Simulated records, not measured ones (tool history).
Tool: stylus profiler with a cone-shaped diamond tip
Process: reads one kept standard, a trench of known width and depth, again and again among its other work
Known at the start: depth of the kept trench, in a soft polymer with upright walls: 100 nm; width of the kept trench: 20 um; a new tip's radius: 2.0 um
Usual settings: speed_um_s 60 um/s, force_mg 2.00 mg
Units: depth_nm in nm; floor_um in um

run	hour	speed_um_s	force_mg	depth_nm	floor_um
1	0.0	60	2.00	100.59	18.36
2	57.1	60	2.00	100.55	18.41
3	129.9	60	2.00	100.52	18.38
4	186.1	60	2.00	100.54	18.37
5	238.2	17	2.00	100.50	18.44
6	290.6	15	2.00	100.59	18.46
7	353.6	15	2.00	100.60	18.45
8	426.7	15	2.00	100.56	18.45
9	478.8	60	1.18	100.50	18.32
10	562.2	60	4.45	101.02	18.38
11	635.2	101	2.00	100.65	18.27
12	705.3	101	2.00	100.62	18.26
13	795.2	101	2.00	100.68	18.29
14	878.8	60	2.00	100.74	18.29
15	970.7	41	2.00	100.81	18.39
# hour 976.8: height scale calibrated on a step standard
16	1024.2	41	2.00	100.82	18.39
17	1088.8	60	0.78	100.55	18.28
18	1180.8	60	0.78	100.63	18.27
19	1238.7	60	0.78	100.66	18.22
20	1296.7	60	0.78	100.63	18.23
# hour 1316.7: new tip fitted, height scale calibrated
21	1346.0	60	4.63	100.98	18.62
# hour 1402.0: height scale calibrated on a step standard, once more
22	1429.6	31	2.00	100.54	18.67
23	1472.2	31	2.00	100.50	18.67
24	1529.4	60	0.78	100.33	18.53
25	1587.3	60	0.73	100.36	18.51
26	1671.7	60	2.69	100.70	18.63
27	1724.1	17	0.99	100.39	18.67
28	1788.2	25	4.18	100.95	18.69
29	1847.5	16	0.82	100.41	18.65
30	1906.8	109	1.13	100.49	18.40
31	1975.2	109	1.13	100.39	18.35
32	2042.3	109	1.13	100.51	18.36
33	2084.8	29	4.75	100.98	18.67
34	2127.6	29	4.75	101.12	18.67
35	2206.6	227	2.09	100.73	18.21
36	2268.2	227	2.09	100.71	18.21
37	2315.4	227	2.09	100.78	18.18
38	2363.3	227	2.09	100.77	18.17
39	2434.3	225	3.95	101.06	18.31
40	2512.1	225	3.95	101.04	18.32
41	2570.6	90	4.39	101.10	18.48
42	2660.8	90	4.39	101.16	18.47
43	2723.3	25	1.89	100.74	18.56
44	2783.1	39	0.82	100.53	18.51
45	2856.3	39	0.82	100.57	18.48
46	2935.9	52	2.00	100.85	18.49
47	3007.2	60	1.84	100.78	18.42

The same runs without the tool's hidden state, with the same run-to-run variation:
The hidden state here: radius of the tip, um; height scale over the true one, %; drift of the gauge itself on depth_nm, %; drift of the gauge itself on floor_um, %.
run	depth_nm	floor_um
1	100.60	18.60
2	100.55	18.64
3	100.50	18.63
4	100.51	18.62
5	100.46	18.69
6	100.55	18.72
7	100.54	18.72
8	100.48	18.72
9	100.41	18.59
10	100.92	18.66
11	100.53	18.55
12	100.48	18.55
13	100.53	18.59
14	100.57	18.60
15	100.62	18.70
16	100.51	18.71
17	100.23	18.61
18	100.29	18.60
19	100.31	18.55
20	100.27	18.58
21	100.94	18.62
22	100.54	18.68
23	100.50	18.69
24	100.32	18.55
25	100.34	18.54
26	100.65	18.66
27	100.34	18.71
28	100.88	18.74
29	100.33	18.70
30	100.40	18.46
31	100.28	18.42
32	100.39	18.43
33	100.86	18.75
34	100.98	18.76
35	100.58	18.30
36	100.55	18.30
37	100.61	18.28
38	100.59	18.28
39	100.86	18.42
40	100.83	18.44
41	100.88	18.61
42	100.92	18.60
43	100.49	18.70
44	100.27	18.66
45	100.29	18.63
46	100.55	18.65
47	100.47	18.59

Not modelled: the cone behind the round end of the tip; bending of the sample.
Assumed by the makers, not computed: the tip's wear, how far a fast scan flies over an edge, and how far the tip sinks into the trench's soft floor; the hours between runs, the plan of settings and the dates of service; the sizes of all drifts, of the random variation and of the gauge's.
